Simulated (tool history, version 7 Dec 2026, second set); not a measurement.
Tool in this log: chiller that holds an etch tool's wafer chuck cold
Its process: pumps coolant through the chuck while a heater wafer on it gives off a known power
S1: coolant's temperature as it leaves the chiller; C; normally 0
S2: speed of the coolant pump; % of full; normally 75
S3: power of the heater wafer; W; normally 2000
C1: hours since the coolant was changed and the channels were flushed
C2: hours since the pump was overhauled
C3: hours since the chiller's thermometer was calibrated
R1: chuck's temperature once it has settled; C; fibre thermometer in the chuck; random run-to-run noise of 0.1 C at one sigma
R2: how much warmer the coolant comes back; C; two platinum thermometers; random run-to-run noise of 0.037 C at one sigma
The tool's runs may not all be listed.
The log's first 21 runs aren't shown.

{"run": 22, "hour": 724.6, "S1": 8, "S2": 71, "S3": 2567, "C1": 110, "C2": 2832, "C3": 2600, "R1": 29.5, "R2": 10.48}
{"hour": 732.1, "done": "coolant pump overhauled"}
{"run": 23, "hour": 753.7, "S1": 8, "S2": 64, "S3": 2526, "C1": 134, "C2": 22, "C3": 2624, "R1": 31.6, "R2": 11.92}
{"run": 24, "hour": 794.4, "S1": -9, "S2": 64, "S3": 2526, "C1": 174, "C2": 62, "C3": 2664, "R1": 14.6, "R2": 11.9}
{"run": 25, "hour": 827.8, "S1": 6, "S2": 96, "S3": 2000, "C1": 208, "C2": 96, "C3": 2698, "R1": 19.1, "R2": 5.93}
{"run": 26, "hour": 871.4, "S1": -2, "S2": 95, "S3": 1965, "C1": 252, "C2": 139, "C3": 2742, "R1": 10.9, "R2": 5.87}
{"hour": 898.8, "done": "coolant pump overhauled, once more"}
{"run": 27, "hour": 913.4, "S1": -2, "S2": 95, "S3": 1965, "C1": 288, "C2": 15, "C3": 2778, "R1": 9.9, "R2": 5.33}
{"run": 28, "hour": 948.0, "S1": -6, "S2": 70, "S3": 1203, "C1": 323, "C2": 49, "C3": 2813, "R1": 3.2, "R2": 4.69}
{"run": 29, "hour": 974.3, "S1": -6, "S2": 70, "S3": 1203, "C1": 349, "C2": 76, "C3": 2839, "R1": 3.2, "R2": 4.68}
{"run": 30, "hour": 1016.4, "S1": -6, "S2": 70, "S3": 1203, "C1": 391, "C2": 118, "C3": 2881, "R1": 3.4, "R2": 4.65}
{"run": 31, "hour": 1053.6, "S1": 8, "S2": 83, "S3": 2680, "C1": 429, "C2": 155, "C3": 2919, "R1": 26.9, "R2": 8.54}
{"run": 32, "hour": 1077.8, "S1": 8, "S2": 83, "S3": 2680, "C1": 453, "C2": 179, "C3": 2943, "R1": 27.1, "R2": 8.54}
{"run": 33, "hour": 1096.9, "S1": 8, "S2": 83, "S3": 2680, "C1": 472, "C2": 198, "C3": 2962, "R1": 26.9, "R2": 8.53}

Each row is a separate what-if for the run after 33, all from the same tool condition, not one after another. Results?
{"run": "A", "hour": 1137.7, "S1": 8, "S2": 78, "S3": 2680, "C1": 513, "C2": 239, "C3": 3003, "R1": "?", "R2": "?"}
{"run": "B", "hour": 1137.7, "S1": 2, "S2": 65, "S3": 2000, "C1": 513, "C2": 239, "C3": 3003, "R1": "?", "R2": "?"}
{"run": "C", "hour": 1137.7, "S1": 7, "S2": 85, "S3": 2680, "C1": 513, "C2": 239, "C3": 3003, "R1": "?", "R2": "?"}

run=A R1=28.0 R2=9.22
run=B R1=19.1 R2=8.52
run=C R1=25.6 R2=8.36
Take away the tool's hidden state, keep each run's random variation, and the runs would have read:
run=A R1=28.5 R2=9.16
run=B R1=19.7 R2=8.47
run=C R1=26.1 R2=8.31
